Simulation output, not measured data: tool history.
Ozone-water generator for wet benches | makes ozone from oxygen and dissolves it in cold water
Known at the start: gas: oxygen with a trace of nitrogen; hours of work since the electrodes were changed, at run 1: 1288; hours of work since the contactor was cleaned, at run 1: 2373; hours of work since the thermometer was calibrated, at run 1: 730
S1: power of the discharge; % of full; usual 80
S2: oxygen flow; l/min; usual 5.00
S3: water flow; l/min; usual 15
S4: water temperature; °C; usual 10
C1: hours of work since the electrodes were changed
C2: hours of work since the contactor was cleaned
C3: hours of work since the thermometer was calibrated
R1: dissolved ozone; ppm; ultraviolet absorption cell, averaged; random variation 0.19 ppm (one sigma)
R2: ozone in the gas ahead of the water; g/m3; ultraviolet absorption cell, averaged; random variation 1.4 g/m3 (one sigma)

run    hour  S1    S2  S3  S4    C1    C2    C3    R1     R2
  1     0.0  80  5.00  15  10  1288  2373   730  24.6  251.5
  2    53.4  80  5.00  17  10  1331  2415   772  21.5  252.9
  3   105.0  44  5.00  17  10  1372  2456   814  13.4  155.1
  4   148.9  44  5.00  17  10  1407  2491   848  13.2  155.1
  5   186.8  80  5.00  15   7  1437  2521   878  25.8  251.8
  6   219.0  80  5.00  15   7  1462  2547   904  25.6  247.4
  7   280.9  80  5.00  15  10  1512  2596   953  24.4  253.2
  8   356.3  80  5.00  15  10  1571  2656  1013  24.4  250.8
  9   433.5  80  5.00  15  10  1633  2717  1074  24.6  250.7
 10   486.2  80  5.00  15  10  1675  2759  1116  24.6  254.0
 11   531.0  80  5.00  15  10  1710  2794  1152  24.2  249.1
 12   579.5  80  5.00  15  10  1749  2833  1190  24.5  251.4
 13   618.0  80  5.00  15  10  1779  2864  1221  24.3  247.3
 14   675.8  80  5.00  15  10  1825  2910  1267  24.6  251.0
 15   718.9  80  5.00  15  10  1859  2944  1301  24.1  249.7
 16   791.1  47  8.56  21  17  1917  3001  1358   9.8  121.5
 17   841.1  47  3.83  21  16  1956  3041  1398   9.9  184.9
 18   873.1  47  3.83  21  16  1982  3066  1424   9.8  187.2
 19   924.5  80  3.83  13  16  2023  3107  1464  25.7  285.2
 20   997.2  54  6.78  13  16  2080  3165  1522  17.9  154.0
 21  1062.3  80  6.23  15   6  2132  3216  1574  25.9  220.3
 22  1129.0  80  3.98   9  15  2185  3269  1627  36.8  277.3

The next listed run, before its measurement:
 23  1201.7  51  3.98  15  15  2243  3327  1685   ?   ?

R1: 15.6 ppm
R2: 194.5 g/m3
Without the tool's hidden state the same run would have given R1 16.9 ppm, R2 200.2 g/m3.
